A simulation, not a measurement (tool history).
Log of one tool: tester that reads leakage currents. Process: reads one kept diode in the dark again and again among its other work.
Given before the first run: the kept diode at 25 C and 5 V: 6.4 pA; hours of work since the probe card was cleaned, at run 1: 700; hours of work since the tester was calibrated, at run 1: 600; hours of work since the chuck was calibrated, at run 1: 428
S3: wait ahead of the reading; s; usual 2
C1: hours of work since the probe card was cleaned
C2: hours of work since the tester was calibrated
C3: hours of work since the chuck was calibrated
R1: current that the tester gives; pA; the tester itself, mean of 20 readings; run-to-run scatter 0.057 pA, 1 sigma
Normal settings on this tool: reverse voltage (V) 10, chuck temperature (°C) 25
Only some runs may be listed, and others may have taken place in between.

run 1 day=0 | reverse_voltage_(V)=10 chuck_temperature_(°C)=25 S3=2 | C1=700 C2=600 C3=428 | R1=12.19
run 2 day=1.192 | reverse_voltage_(V)=5.2 chuck_temperature_(°C)=25 S3=2 | C1=714 C2=613 C3=441 | R1=8.33
run 3 day=2.683 | reverse_voltage_(V)=5.2 chuck_temperature_(°C)=36 S3=2 | C1=730 C2=630 C3=458 | R1=17.37
run 4 day=4.825 | reverse_voltage_(V)=10 chuck_temperature_(°C)=25 S3=0.95 | C1=754 C2=654 C3=482 | R1=12.86
run 5 day=5.95 | reverse_voltage_(V)=10 chuck_temperature_(°C)=25 S3=0.95 | C1=767 C2=666 C3=494 | R1=12.97
run 6 day=6.95 | reverse_voltage_(V)=10 chuck_temperature_(°C)=25 S3=0.95 | C1=778 C2=678 C3=505 | R1=13.13
run 7 day=8.15 | reverse_voltage_(V)=10 chuck_temperature_(°C)=25 S3=0.95 | C1=791 C2=691 C3=519 | R1=13.1
run 8 day=10.2 | reverse_voltage_(V)=10 chuck_temperature_(°C)=25 S3=1.48 | C1=814 C2=714 C3=542 | R1=12.71
run 9 day=11.575 | reverse_voltage_(V)=10 chuck_temperature_(°C)=25 S3=1.48 | C1=830 C2=729 C3=557 | R1=12.79
run 10 day=13.046 | reverse_voltage_(V)=10 chuck_temperature_(°C)=25 S3=2 | C1=846 C2=746 C3=573 | R1=12.8
run 11 day=14.829 | reverse_voltage_(V)=10 chuck_temperature_(°C)=25 S3=2 | C1=866 C2=766 C3=593 | R1=12.96
run 12 day=16.4 | reverse_voltage_(V)=10 chuck_temperature_(°C)=52 S3=2 | C1=883 C2=783 C3=611 | R1=68.72
run 13 day=18.079 | reverse_voltage_(V)=10 chuck_temperature_(°C)=43 S3=2 | C1=902 C2=802 C3=630 | R1=38.34
run 14 day=18.988 | reverse_voltage_(V)=10 chuck_temperature_(°C)=43 S3=2 | C1=912 C2=812 C3=640 | R1=38.04
run 15 day=21.233 | reverse_voltage_(V)=10 chuck_temperature_(°C)=43 S3=2 | C1=937 C2=837 C3=665 | R1=38.42
run 16 day=22.671 | reverse_voltage_(V)=10 chuck_temperature_(°C)=43 S3=2 | C1=953 C2=853 C3=681 | R1=38.57
run 17 day=24.667 | reverse_voltage_(V)=10 chuck_temperature_(°C)=43 S3=2 | C1=976 C2=875 C3=703 | R1=38.49
run 18 day=26.262 | reverse_voltage_(V)=10 chuck_temperature_(°C)=20 S3=2 | C1=993 C2=893 C3=721 | R1=10.71
run 19 day=27.9 | reverse_voltage_(V)=10 chuck_temperature_(°C)=20 S3=0.37 | C1=1012 C2=911 C3=739 | R1=12.81
run 20 day=29.746 | reverse_voltage_(V)=10 chuck_temperature_(°C)=25 S3=2 | C1=1032 C2=932 C3=760 | R1=13.6
run 21 day=31.217 | reverse_voltage_(V)=10 chuck_temperature_(°C)=25 S3=2 | C1=1049 C2=948 C3=776 | R1=13.59
run 22 day=32.892 | reverse_voltage_(V)=10 chuck_temperature_(°C)=25 S3=2 | C1=1067 C2=967 C3=795 | R1=13.71
run 23 day=34.117 | reverse_voltage_(V)=10 chuck_temperature_(°C)=25 S3=0.46 | C1=1081 C2=981 C3=808 | R1=15.48
run 24 day=35.883 | reverse_voltage_(V)=10 chuck_temperature_(°C)=25 S3=0.46 | C1=1101 C2=1000 C3=828 | R1=15.47
run 25 day=37.617 | reverse_voltage_(V)=11.2 chuck_temperature_(°C)=58 S3=2 | C1=1120 C2=1020 C3=847 | R1=106.76
run 26 day=38.554 | reverse_voltage_(V)=11.2 chuck_temperature_(°C)=58 S3=2 | C1=1131 C2=1030 C3=858 | R1=106.51
run 27 day=40.396 | reverse_voltage_(V)=3.7 chuck_temperature_(°C)=45 S3=0.32 | C1=1151 C2=1051 C3=878 | R1=28.82
run 28 day=42.417 | reverse_voltage_(V)=3.7 chuck_temperature_(°C)=45 S3=0.32 | C1=1174 C2=1073 C3=901 | R1=28.77
run 29 day=44.646 | reverse_voltage_(V)=3.7 chuck_temperature_(°C)=45 S3=0.32 | C1=1199 C2=1098 C3=926 | R1=28.9
run 30 day=46.725 | reverse_voltage_(V)=3.7 chuck_temperature_(°C)=45 S3=0.32 | C1=1222 C2=1121 C3=949 | R1=28.81
run 31 day=48.758 | reverse_voltage_(V)=10 chuck_temperature_(°C)=45 S3=0.53 | C1=1244 C2=1144 C3=972 | R1=45.88
run 32 day=50.233 | reverse_voltage_(V)=1.9 chuck_temperature_(°C)=30 S3=2 | C1=1261 C2=1160 C3=988 | R1=7.31
run 33 day=51.775 | reverse_voltage_(V)=1.9 chuck_temperature_(°C)=30 S3=2 | C1=1278 C2=1178 C3=1005 | R1=7.3
run 34 day=53.579 | reverse_voltage_(V)=5.6 chuck_temperature_(°C)=30 S3=0.47 | C1=1298 C2=1198 C3=1026 | R1=14.24
run 35 day=55.504 | reverse_voltage_(V)=10 chuck_temperature_(°C)=20 S3=4.42 | C1=1320 C2=1219 C3=1047 | R1=11.92
run 36 day=56.438 | reverse_voltage_(V)=10 chuck_temperature_(°C)=20 S3=4.42 | C1=1330 C2=1230 C3=1057 | R1=11.94
run 37 day=57.721 | reverse_voltage_(V)=10 chuck_temperature_(°C)=20 S3=4.86 | C1=1344 C2=1244 C3=1072 | R1=11.89
run 38 day=59.333 | reverse_voltage_(V)=18.5 chuck_temperature_(°C)=22 S3=0.44 | C1=1362 C2=1262 C3=1090 | R1=24.37
run 39 day=61.117 | reverse_voltage_(V)=7 chuck_temperature_(°C)=29 S3=2.96 | C1=1382 C2=1282 C3=1110 | R1=14.49
run 40 day=62.225 | reverse_voltage_(V)=7 chuck_temperature_(°C)=29 S3=2.96 | C1=1395 C2=1294 C3=1122 | R1=14.43

Consider 3 possible next runs. They are alternatives, not a sequence: every one starts from the tool as it was left by run 40. What does each give?
run A day=64.192 | reverse_voltage_(V)=10 chuck_temperature_(°C)=25 S3=0.49 | C1=1417 C2=1316 C3=1144 | R1=?
run B day=64.192 | reverse_voltage_(V)=7 chuck_temperature_(°C)=47 S3=5.67 | C1=1417 C2=1316 C3=1144 | R1=?
run C day=64.192 | reverse_voltage_(V)=10 chuck_temperature_(°C)=21 S3=2 | C1=1417 C2=1316 C3=1144 | R1=?

run=A R1=16.83
run=B R1=42.52
run=C R1=13.03
The same runs, with their run-to-run variation unchanged, on a tool lacking any hidden condition would have given:
run=A R1=10.73
run=B R1=40.54
run=C R1=6.76

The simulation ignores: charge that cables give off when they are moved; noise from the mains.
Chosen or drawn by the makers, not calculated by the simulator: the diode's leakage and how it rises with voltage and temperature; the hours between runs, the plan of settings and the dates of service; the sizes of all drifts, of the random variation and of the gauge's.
